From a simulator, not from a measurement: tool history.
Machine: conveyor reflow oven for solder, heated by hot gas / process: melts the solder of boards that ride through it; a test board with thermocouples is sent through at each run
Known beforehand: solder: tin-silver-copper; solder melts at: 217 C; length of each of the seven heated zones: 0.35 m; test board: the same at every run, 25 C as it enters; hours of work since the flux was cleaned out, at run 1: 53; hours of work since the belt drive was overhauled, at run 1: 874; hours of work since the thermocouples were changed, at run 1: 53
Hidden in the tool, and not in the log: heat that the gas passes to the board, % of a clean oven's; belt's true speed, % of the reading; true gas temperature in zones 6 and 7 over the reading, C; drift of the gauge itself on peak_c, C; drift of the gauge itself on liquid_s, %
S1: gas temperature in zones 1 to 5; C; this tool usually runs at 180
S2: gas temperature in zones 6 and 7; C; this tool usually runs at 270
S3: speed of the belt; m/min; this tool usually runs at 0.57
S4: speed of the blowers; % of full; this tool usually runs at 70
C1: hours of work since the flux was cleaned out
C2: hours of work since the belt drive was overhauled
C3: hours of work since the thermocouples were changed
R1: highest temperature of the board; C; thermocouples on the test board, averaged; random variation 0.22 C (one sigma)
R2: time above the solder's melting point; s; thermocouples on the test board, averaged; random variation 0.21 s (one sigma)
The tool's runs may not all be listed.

run 1 hour=0 | S1=180 S2=270 S3=0.57 S4=70 | C1=53 C2=874 C3=53 | R1=249.7 R2=54.2
run 2 hour=66.3 | S1=180 S2=270 S3=0.57 S4=62 | C1=81 C2=902 C3=81 | R1=246.9 R2=51.8
run 3 hour=96.6 | S1=180 S2=270 S3=0.57 S4=62 | C1=95 C2=915 C3=95 | R1=246.5 R2=51.7
run 4 hour=132.1 | S1=180 S2=270 S3=0.57 S4=62 | C1=110 C2=931 C3=110 | R1=246.9 R2=51.5
run 5 hour=183.7 | S1=180 S2=270 S3=0.567 S4=70 | C1=132 C2=953 C3=132 | R1=249.2 R2=54.3
run 6 hour=235.2 | S1=180 S2=270 S3=0.57 S4=70 | C1=155 C2=975 C3=155 | R1=249.1 R2=53.6
-- hour=305.7 flux residue cleaned out of gas plates and filters
run 7 hour=310.9 | S1=180 S2=270 S3=0.57 S4=70 | C1=2 C2=1006 C3=185 | R1=249.3 R2=54.7
run 8 hour=378.9 | S1=180 S2=270 S3=0.57 S4=70 | C1=32 C2=1035 C3=215 | R1=249.7 R2=54.5
run 9 hour=410.4 | S1=180 S2=270 S3=0.57 S4=70 | C1=45 C2=1049 C3=228 | R1=249.9 R2=54.5
run 10 hour=450.7 | S1=180 S2=270 S3=0.57 S4=70 | C1=63 C2=1067 C3=246 | R1=249.1 R2=54.2
run 11 hour=517.6 | S1=177 S2=270 S3=0.57 S4=70 | C1=92 C2=1096 C3=275 | R1=248.7 R2=52.2
run 12 hour=588.7 | S1=177 S2=270 S3=0.57 S4=70 | C1=123 C2=1126 C3=306 | R1=248.2 R2=52.4
run 13 hour=640.5 | S1=177 S2=270 S3=0.57 S4=70 | C1=145 C2=1149 C3=328 | R1=248.2 R2=52
run 14 hour=698.4 | S1=180 S2=270 S3=0.57 S4=70 | C1=170 C2=1174 C3=353 | R1=248.5 R2=53.5
-- hour=734.2 flux residue cleaned out of gas plates and filters
run 15 hour=777 | S1=180 S2=270 S3=0.57 S4=70 | C1=19 C2=1206 C3=385 | R1=249 R2=54.4
run 16 hour=832.7 | S1=166 S2=261 S3=0.509 S4=74 | C1=43 C2=1230 C3=409 | R1=243.6 R2=51.5
run 17 hour=874.6 | S1=166 S2=261 S3=0.509 S4=62 | C1=61 C2=1248 C3=427 | R1=240.3 R2=46.9
run 18 hour=930.9 | S1=179 S2=270 S3=0.473 S4=70 | C1=85 C2=1272 C3=452 | R1=254.8 R2=71.6
run 19 hour=997.7 | S1=180 S2=272 S3=0.57 S4=63 | C1=114 C2=1301 C3=480 | R1=248.7 R2=53.1
run 20 hour=1065.1 | S1=180 S2=272 S3=0.57 S4=63 | C1=143 C2=1331 C3=510 | R1=248.6 R2=52.7
-- hour=1072.3 belt drive overhauled, speed set with a stopwatch
run 21 hour=1109.3 | S1=182 S2=272 S3=0.53 S4=63 | C1=161 C2=16 C3=527 | R1=251.6 R2=61.3
-- hour=1165.1 flux residue cleaned out of gas plates and filters
run 22 hour=1165.1 | S1=182 S2=272 S3=0.53 S4=63 | C1=0 C2=38 C3=549 | R1=252.5 R2=62.3
-- hour=1205.6 thermocouples of zones 6 and 7 changed
run 23 hour=1209.8 | S1=182 S2=274 S3=0.574 S4=62 | C1=18 C2=57 C3=2 | R1=251.5 R2=55.9
run 24 hour=1239.8 | S1=174 S2=265 S3=0.583 S4=72 | C1=31 C2=70 C3=15 | R1=244.5 R2=47.3
run 25 hour=1274.2 | S1=178 S2=269 S3=0.57 S4=51 | C1=46 C2=84 C3=30 | R1=242.8 R2=45.7
run 26 hour=1325.7 | S1=178 S2=269 S3=0.57 S4=51 | C1=69 C2=107 C3=52 | R1=242.6 R2=45.8
run 27 hour=1394 | S1=178 S2=269 S3=0.57 S4=51 | C1=98 C2=136 C3=82 | R1=242.5 R2=45.6
run 28 hour=1450.8 | S1=189 S2=270 S3=0.57 S4=54 | C1=123 C2=161 C3=106 | R1=247.1 R2=55.2
-- hour=1493.7 belt drive overhauled, speed set with a stopwatch, once more
run 29 hour=1504.1 | S1=180 S2=261 S3=0.57 S4=70 | C1=144 C2=4 C3=128 | R1=241.6 R2=46.9
run 30 hour=1534.1 | S1=192 S2=261 S3=0.57 S4=71 | C1=157 C2=17 C3=141 | R1=244.5 R2=55

What differs in the tool's unlogged condition from the final listed run ahead of each entry between runs to the first listed run following it?
Runs 6 to 7: flux residue cleaned out of gas plates and filters (hour 305.7)
  heat that the gas passes to the board, % of a clean oven's: 96.8 -> 99.4; belt's true speed, % of the reading: 99.32 -> 99.29; true gas temperature in zones 6 and 7 over the reading, C: -0.47 -> -0.52
  measured minus no-state result, R1: -1 -> -0.3 C; R2: -0.6 -> +0.1 s
Runs 14 to 15: flux residue cleaned out of gas plates and filters (hour 734.2)
  heat that the gas passes to the board, % of a clean oven's: 96.5 -> 98.7; belt's true speed, % of the reading: 99.16 -> 99.14; true gas temperature in zones 6 and 7 over the reading, C: -0.75 -> -0.79
  measured minus no-state result, R1: -1.3 -> -0.7 C; R2: -0.7 -> -0.1 s
Runs 20 to 21: belt drive overhauled, speed set with a stopwatch (hour 1072.3)
  heat that the gas passes to the board, % of a clean oven's: 96.5 -> 96.2; belt's true speed, % of the reading: 99.04 -> 98.58; true gas temperature in zones 6 and 7 over the reading, C: -0.97 -> -0.99
  measured minus no-state result, R1: -1.4 -> -1.3 C; R2: -0.8 -> -0.2 s
Runs 21 to 22: flux residue cleaned out of gas plates and filters (hour 1165.1)
  heat that the gas passes to the board, % of a clean oven's: 96.2 -> 99.7; belt's true speed, % of the reading: 98.58 -> 98.56; true gas temperature in zones 6 and 7 over the reading, C: -0.99 -> -1.03
  measured minus no-state result, R1: -1.3 -> -0.4 C; R2: -0.2 -> +0.7 s
Runs 22 to 23: thermocouples of zones 6 and 7 changed (hour 1205.6)
  heat that the gas passes to the board, % of a clean oven's: 99.7 -> 99.3; belt's true speed, % of the reading: 98.56 -> 98.55; true gas temperature in zones 6 and 7 over the reading, C: -1.03 -> -0.12
  measured minus no-state result, R1: -0.4 -> +0.3 C; R2: +0.7 -> +1.1 s
Runs 28 to 29: belt drive overhauled, speed set with a stopwatch, once more (hour 1493.7)
  heat that the gas passes to the board, % of a clean oven's: 97.4 -> 97; belt's true speed, % of the reading: 98.47 -> 100.02; true gas temperature in zones 6 and 7 over the reading, C: -0.27 -> -0.3
  measured minus no-state result, R1: -0.2 -> -1.1 C; R2: +0.6 -> -1.2 s

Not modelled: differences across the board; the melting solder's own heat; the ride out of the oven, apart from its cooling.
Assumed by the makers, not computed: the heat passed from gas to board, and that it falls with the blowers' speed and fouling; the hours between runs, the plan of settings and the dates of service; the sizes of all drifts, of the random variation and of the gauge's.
